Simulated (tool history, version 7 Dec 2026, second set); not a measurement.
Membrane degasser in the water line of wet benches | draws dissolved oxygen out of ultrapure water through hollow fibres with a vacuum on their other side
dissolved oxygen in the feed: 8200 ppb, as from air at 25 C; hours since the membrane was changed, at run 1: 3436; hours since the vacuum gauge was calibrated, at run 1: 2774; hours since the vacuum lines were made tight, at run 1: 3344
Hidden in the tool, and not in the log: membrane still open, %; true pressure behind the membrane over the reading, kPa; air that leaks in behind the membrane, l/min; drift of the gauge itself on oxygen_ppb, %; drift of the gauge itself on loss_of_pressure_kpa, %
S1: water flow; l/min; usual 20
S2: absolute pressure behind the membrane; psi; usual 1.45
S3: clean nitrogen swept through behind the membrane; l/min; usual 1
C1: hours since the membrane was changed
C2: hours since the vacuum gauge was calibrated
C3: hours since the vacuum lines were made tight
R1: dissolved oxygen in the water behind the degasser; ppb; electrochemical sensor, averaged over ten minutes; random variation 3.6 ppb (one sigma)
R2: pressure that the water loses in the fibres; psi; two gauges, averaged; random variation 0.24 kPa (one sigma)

run,hour,S1,S2,S3,C1,C2,C3,R1,R2
1,0,20,1.45,1,3436,2774,3344,407.9,8.865
2,95,20,0.99,1,3531,2869,3439,279.6,8.918
3,218,20,0.99,1,3654,2992,3562,272.8,8.857
4,322.6,20,0.99,1,3759,3097,3667,278,8.902
5,441.6,20,0.99,1,3878,3216,3786,274.8,8.871
6,569.1,20,0.99,1,4005,3343,3913,276.6,8.879
7,667.9,13,1.1,0.99,4104,3442,4012,173,5.745
8,782.5,20,1.45,0.49,4219,3557,4126,633.1,8.871
9,928,20,3.07,0.4,4364,3702,4272,1583.8,8.942

The next listed run, before its measurement:
10,1108.4,20,2.64,1,4545,3882,4452,?,?

{"run 10": {"R1": 725.2, "R2": 8.9}}
Without the tool's hidden state the same run would have given R1 724.4 ppb, R2 8.892 psi.
